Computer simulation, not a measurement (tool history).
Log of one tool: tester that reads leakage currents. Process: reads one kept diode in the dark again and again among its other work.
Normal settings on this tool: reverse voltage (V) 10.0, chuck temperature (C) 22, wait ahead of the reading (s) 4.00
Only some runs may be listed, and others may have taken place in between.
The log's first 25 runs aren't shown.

run,day,reverse voltage (V),chuck temperature (C),wait ahead of the reading (s),current that the tester gives (pA)
# day 194.629: chuck's temperature calibrated
26,204.000,1.6,37,4.00,345.18
27,211.950,1.6,37,4.00,353.54
28,222.638,6.7,32,2.46,413.22
29,231.079,10.0,23,2.61,250.38
# day 231.721: tester calibrated
30,236.062,10.0,30,2.61,418.79
31,241.700,2.5,22,0.87,142.23
32,246.450,16.0,22,4.00,283.63
33,254.604,3.1,22,4.00,159.78
# day 256.125: chuck's temperature calibrated
# day 259.767: probe card cleaned and baked
34,261.425,10.0,22,4.00,193.47
35,268.046,10.0,26,7.35,271.89
36,278.483,10.0,26,7.35,284.41
37,289.054,17.4,32,4.00,569.45
38,298.854,10.0,43,0.50,1080.35
39,307.800,9.0,43,1.47,1056.77
40,315.538,9.0,43,1.47,1077.60

What if the next run were any one of these 3? Each begins from the tool's condition after run 40:
# day 317.475: chuck's temperature calibrated
A,320.954,9.8,43,0.54,?
# day 317.475: chuck's temperature calibrated
B,320.954,9.0,43,0.50,?
# day 317.475: chuck's temperature calibrated
C,320.954,4.6,32,1.19,?

run,current that the tester gives (pA)
A,980.56
B,952.98
C,338.95
Stripped of hidden state, with their random variation kept, the same runs would have yielded:
run,current that the tester gives (pA)
A,942.94
B,916.95
C,324.41
